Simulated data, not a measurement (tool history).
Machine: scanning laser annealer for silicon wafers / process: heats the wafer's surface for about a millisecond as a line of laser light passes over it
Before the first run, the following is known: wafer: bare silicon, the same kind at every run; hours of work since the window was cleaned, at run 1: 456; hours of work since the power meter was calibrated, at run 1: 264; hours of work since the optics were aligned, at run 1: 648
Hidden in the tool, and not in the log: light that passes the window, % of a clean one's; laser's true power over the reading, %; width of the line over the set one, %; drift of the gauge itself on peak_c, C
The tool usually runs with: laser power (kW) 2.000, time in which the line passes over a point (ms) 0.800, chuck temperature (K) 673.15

run   hour  laser power (kW)  time in which the line passes over a point (ms)  chuck temperature (K)  hours of work since the window was cleaned  hours of work since the power meter was calibrated  hours of work since the optics were aligned  highest temperature of the surface (K)
  1    0.0             2.000                                            0.800                 673.15                                         456                                                 264                                          648                                 1426.15
  2   24.4             2.000                                            0.800                 673.15                                         468                                                 276                                          660                                 1423.15
  3   44.1             2.000                                            0.926                 673.15                                         478                                                 285                                          670                                 1475.15
      60.4  -- window over the wafer cleaned
  4   67.0             2.000                                            0.926                 673.15                                           3                                                 296                                          680                                 1508.15
  5   97.4             2.000                                            0.800                 673.15                                          18                                                 311                                          695                                 1448.15
  6  115.9             2.152                                            0.800                 673.15                                          27                                                 320                                          704                                 1523.15
  7  136.9             2.000                                            0.800                 673.15                                          38                                                 330                                          715                                 1449.15
  8  150.3             2.000                                            0.800                 673.15                                          44                                                 337                                          721                                 1448.15
  9  174.0             2.000                                            0.800                 673.15                                          56                                                 348                                          733                                 1446.15
 10  190.1             2.044                                            0.800                 654.15                                          64                                                 356                                          741                                 1454.15
 11  218.9             2.044                                            0.800                 654.15                                          78                                                 371                                          755                                 1446.15
 12  246.3             2.061                                            0.573                 673.15                                          92                                                 384                                          769                                 1357.15
 13  265.6             1.761                                            0.840                 639.15                                         101                                                 394                                          778                                 1316.15
 14  285.1             2.116                                            0.674                 676.15                                         111                                                 403                                          788                                 1436.15
 15  317.3             2.116                                            0.674                 676.15                                         127                                                 419                                          804                                 1436.15
 16  342.0             2.116                                            0.674                 676.15                                         139                                                 431                                          816                                 1433.15
 17  365.8             2.000                                            0.568                 691.15                                         150                                                 443                                          828                                 1341.15
 18  388.8             2.000                                            0.568                 691.15                                         162                                                 454                                          839                                 1340.15

5 options for the next run, each taken on its own from the tool as it stands now. Forecast them:
  A  415.4             2.000                                            0.800                 633.15                                         175                                                 467                                          852                                       ?
  B  415.4             1.934                                            0.636                 644.15                                         175                                                 467                                          852                                       ?
  C  415.4             1.873                                            0.568                 691.15                                         175                                                 467                                          852                                       ?
  D  415.4             2.000                                            0.701                 683.15                                         175                                                 467                                          852                                       ?
  E  415.4             1.901                                            0.756                 673.15                                         175                                                 467                                          852                                       ?

run  highest temperature of the surface (K)
  A                                 1394.15
  B                                 1300.15
  C                                 1291.15
  D                                 1402.15
  E                                 1374.15
With no hidden state in the tool, these same runs would have given:
run  highest temperature of the surface (K)
  A                                 1435.15
  B                                 1335.15
  C                                 1323.15
  D                                 1440.15
  E                                 1412.15
